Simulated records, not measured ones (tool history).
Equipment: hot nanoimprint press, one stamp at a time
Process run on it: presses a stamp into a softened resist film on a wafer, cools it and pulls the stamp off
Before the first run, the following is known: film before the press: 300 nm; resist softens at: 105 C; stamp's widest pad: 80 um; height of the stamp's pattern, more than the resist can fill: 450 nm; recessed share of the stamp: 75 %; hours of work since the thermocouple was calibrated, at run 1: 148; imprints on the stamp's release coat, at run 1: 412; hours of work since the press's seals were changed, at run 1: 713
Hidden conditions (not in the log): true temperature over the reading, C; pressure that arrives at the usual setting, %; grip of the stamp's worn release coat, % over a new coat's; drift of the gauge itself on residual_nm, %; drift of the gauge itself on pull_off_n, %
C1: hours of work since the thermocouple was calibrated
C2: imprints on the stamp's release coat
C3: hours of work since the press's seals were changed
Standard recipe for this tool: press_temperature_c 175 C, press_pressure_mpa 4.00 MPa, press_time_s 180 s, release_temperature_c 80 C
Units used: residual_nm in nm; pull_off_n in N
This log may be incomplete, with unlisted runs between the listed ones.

{"run": 1, "hour": 0.0, "press_temperature_c": 175, "press_pressure_mpa": 4.0, "press_time_s": 180, "release_temperature_c": 80, "C1": 148, "C2": 412, "C3": 713, "residual_nm": 130.7, "pull_off_n": 140}
{"run": 2, "hour": 32.5, "press_temperature_c": 175, "press_pressure_mpa": 4.0, "press_time_s": 180, "release_temperature_c": 80, "C1": 169, "C2": 529, "C3": 734, "residual_nm": 132.2, "pull_off_n": 142}
{"run": 3, "hour": 56.7, "press_temperature_c": 175, "press_pressure_mpa": 4.0, "press_time_s": 112, "release_temperature_c": 80, "C1": 185, "C2": 615, "C3": 749, "residual_nm": 154.0, "pull_off_n": 142}
{"run": 4, "hour": 94.8, "press_temperature_c": 175, "press_pressure_mpa": 4.0, "press_time_s": 180, "release_temperature_c": 80, "C1": 209, "C2": 752, "C3": 774, "residual_nm": 130.2, "pull_off_n": 147}
{"run": 5, "hour": 121.3, "press_temperature_c": 175, "press_pressure_mpa": 4.0, "press_time_s": 180, "release_temperature_c": 80, "C1": 226, "C2": 847, "C3": 791, "residual_nm": 129.9, "pull_off_n": 151}
{"run": 6, "hour": 155.2, "press_temperature_c": 175, "press_pressure_mpa": 4.0, "press_time_s": 180, "release_temperature_c": 80, "C1": 248, "C2": 968, "C3": 813, "residual_nm": 130.5, "pull_off_n": 158}
{"run": 7, "hour": 185.8, "press_temperature_c": 175, "press_pressure_mpa": 4.0, "press_time_s": 180, "release_temperature_c": 80, "C1": 268, "C2": 1079, "C3": 832, "residual_nm": 129.6, "pull_off_n": 156}
{"hour": 211.7, "done": "press's hydraulic seals changed and the load cell set to zero"}
{"run": 8, "hour": 228.5, "press_temperature_c": 175, "press_pressure_mpa": 4.0, "press_time_s": 180, "release_temperature_c": 80, "C1": 290, "C2": 1203, "C3": 11, "residual_nm": 125.6, "pull_off_n": 152}
{"hour": 261.7, "done": "stamp cleaned and given a new release coat"}
{"run": 9, "hour": 271.6, "press_temperature_c": 175, "press_pressure_mpa": 4.0, "press_time_s": 180, "release_temperature_c": 80, "C1": 314, "C2": 36, "C3": 35, "residual_nm": 127.4, "pull_off_n": 129}
{"run": 10, "hour": 304.0, "press_temperature_c": 175, "press_pressure_mpa": 4.0, "press_time_s": 180, "release_temperature_c": 80, "C1": 335, "C2": 152, "C3": 56, "residual_nm": 125.4, "pull_off_n": 131}
{"run": 11, "hour": 327.0, "press_temperature_c": 175, "press_pressure_mpa": 4.0, "press_time_s": 180, "release_temperature_c": 80, "C1": 350, "C2": 235, "C3": 70, "residual_nm": 125.2, "pull_off_n": 136}
{"run": 12, "hour": 362.5, "press_temperature_c": 175, "press_pressure_mpa": 4.0, "press_time_s": 180, "release_temperature_c": 80, "C1": 372, "C2": 362, "C3": 93, "residual_nm": 124.8, "pull_off_n": 134}
{"hour": 368.0, "done": "plate thermocouple calibrated"}
{"run": 13, "hour": 382.5, "press_temperature_c": 175, "press_pressure_mpa": 4.0, "press_time_s": 180, "release_temperature_c": 80, "C1": 9, "C2": 423, "C3": 104, "residual_nm": 119.1, "pull_off_n": 144}
{"run": 14, "hour": 412.4, "press_temperature_c": 175, "press_pressure_mpa": 4.0, "press_time_s": 180, "release_temperature_c": 80, "C1": 29, "C2": 530, "C3": 123, "residual_nm": 119.3, "pull_off_n": 138}
{"run": 15, "hour": 447.6, "press_temperature_c": 175, "press_pressure_mpa": 4.0, "press_time_s": 180, "release_temperature_c": 68, "C1": 51, "C2": 657, "C3": 146, "residual_nm": 118.1, "pull_off_n": 166}
{"run": 16, "hour": 464.7, "press_temperature_c": 167, "press_pressure_mpa": 4.0, "press_time_s": 180, "release_temperature_c": 69, "C1": 62, "C2": 718, "C3": 157, "residual_nm": 175.0, "pull_off_n": 160}
{"run": 17, "hour": 486.5, "press_temperature_c": 175, "press_pressure_mpa": 6.05, "press_time_s": 93, "release_temperature_c": 86, "C1": 76, "C2": 796, "C3": 171, "residual_nm": 122.2, "pull_off_n": 139}
{"run": 18, "hour": 517.0, "press_temperature_c": 175, "press_pressure_mpa": 6.05, "press_time_s": 93, "release_temperature_c": 86, "C1": 96, "C2": 905, "C3": 191, "residual_nm": 121.3, "pull_off_n": 138}
{"run": 19, "hour": 544.0, "press_temperature_c": 173, "press_pressure_mpa": 6.05, "press_time_s": 93, "release_temperature_c": 80, "C1": 113, "C2": 1002, "C3": 208, "residual_nm": 136.1, "pull_off_n": 153}
{"run": 20, "hour": 584.3, "press_temperature_c": 173, "press_pressure_mpa": 6.05, "press_time_s": 93, "release_temperature_c": 80, "C1": 139, "C2": 1147, "C3": 234, "residual_nm": 133.9, "pull_off_n": 154}
{"hour": 592.2, "done": "plate thermocouple calibrated, once more"}
{"run": 21, "hour": 620.1, "press_temperature_c": 173, "press_pressure_mpa": 6.05, "press_time_s": 93, "release_temperature_c": 80, "C1": 18, "C2": 1264, "C3": 255, "residual_nm": 150.4, "pull_off_n": 171}
{"hour": 636.1, "done": "stamp cleaned and given a new release coat"}
{"run": 22, "hour": 647.3, "press_temperature_c": 173, "press_pressure_mpa": 6.05, "press_time_s": 93, "release_temperature_c": 80, "C1": 32, "C2": 40, "C3": 269, "residual_nm": 151.2, "pull_off_n": 133}
{"run": 23, "hour": 669.9, "press_temperature_c": 173, "press_pressure_mpa": 6.05, "press_time_s": 246, "release_temperature_c": 80, "C1": 46, "C2": 121, "C3": 283, "residual_nm": 107.4, "pull_off_n": 132}
{"run": 24, "hour": 689.8, "press_temperature_c": 175, "press_pressure_mpa": 4.0, "press_time_s": 91, "release_temperature_c": 80, "C1": 59, "C2": 193, "C3": 296, "residual_nm": 163.8, "pull_off_n": 132}
{"run": 25, "hour": 717.7, "press_temperature_c": 183, "press_pressure_mpa": 4.0, "press_time_s": 333, "release_temperature_c": 80, "C1": 77, "C2": 293, "C3": 314, "residual_nm": 67.4, "pull_off_n": 133}
{"run": 26, "hour": 740.5, "press_temperature_c": 164, "press_pressure_mpa": 2.41, "press_time_s": 98, "release_temperature_c": 85, "C1": 92, "C2": 375, "C3": 329, "residual_nm": 269.9, "pull_off_n": 131}
{"run": 27, "hour": 758.8, "press_temperature_c": 177, "press_pressure_mpa": 3.27, "press_time_s": 98, "release_temperature_c": 85, "C1": 103, "C2": 440, "C3": 341, "residual_nm": 159.7, "pull_off_n": 135}
{"run": 28, "hour": 778.8, "press_temperature_c": 177, "press_pressure_mpa": 5.54, "press_time_s": 98, "release_temperature_c": 85, "C1": 116, "C2": 512, "C3": 353, "residual_nm": 124.4, "pull_off_n": 137}
{"run": 29, "hour": 807.6, "press_temperature_c": 176, "press_pressure_mpa": 5.99, "press_time_s": 122, "release_temperature_c": 83, "C1": 135, "C2": 615, "C3": 372, "residual_nm": 116.3, "pull_off_n": 142}
{"run": 30, "hour": 830.2, "press_temperature_c": 169, "press_pressure_mpa": 5.99, "press_time_s": 122, "release_temperature_c": 68, "C1": 149, "C2": 696, "C3": 386, "residual_nm": 164.5, "pull_off_n": 164}

Each row is a separate what-if for the run after 30, all from the same tool condition, not one after another. Results?
{"run": "A", "hour": 853.6, "press_temperature_c": 170, "press_pressure_mpa": 4.0, "press_time_s": 339, "release_temperature_c": 80, "C1": 164, "C2": 780, "C3": 402, "residual_nm": "?", "pull_off_n": "?"}
{"run": "B", "hour": 853.6, "press_temperature_c": 185, "press_pressure_mpa": 4.0, "press_time_s": 253, "release_temperature_c": 80, "C1": 164, "C2": 780, "C3": 402, "residual_nm": "?", "pull_off_n": "?"}
{"run": "C", "hour": 853.6, "press_temperature_c": 175, "press_pressure_mpa": 2.67, "press_time_s": 180, "release_temperature_c": 74, "C1": 164, "C2": 780, "C3": 402, "residual_nm": "?", "pull_off_n": "?"}

run=A residual_nm=133.2 pull_off_n=149
run=B residual_nm=67.1 pull_off_n=151
run=C residual_nm=157.0 pull_off_n=159
Had the tool no hidden state, the same runs would have come out as:
run=A residual_nm=137.2 pull_off_n=126
run=B residual_nm=68.8 pull_off_n=128
run=C residual_nm=161.4 pull_off_n=135
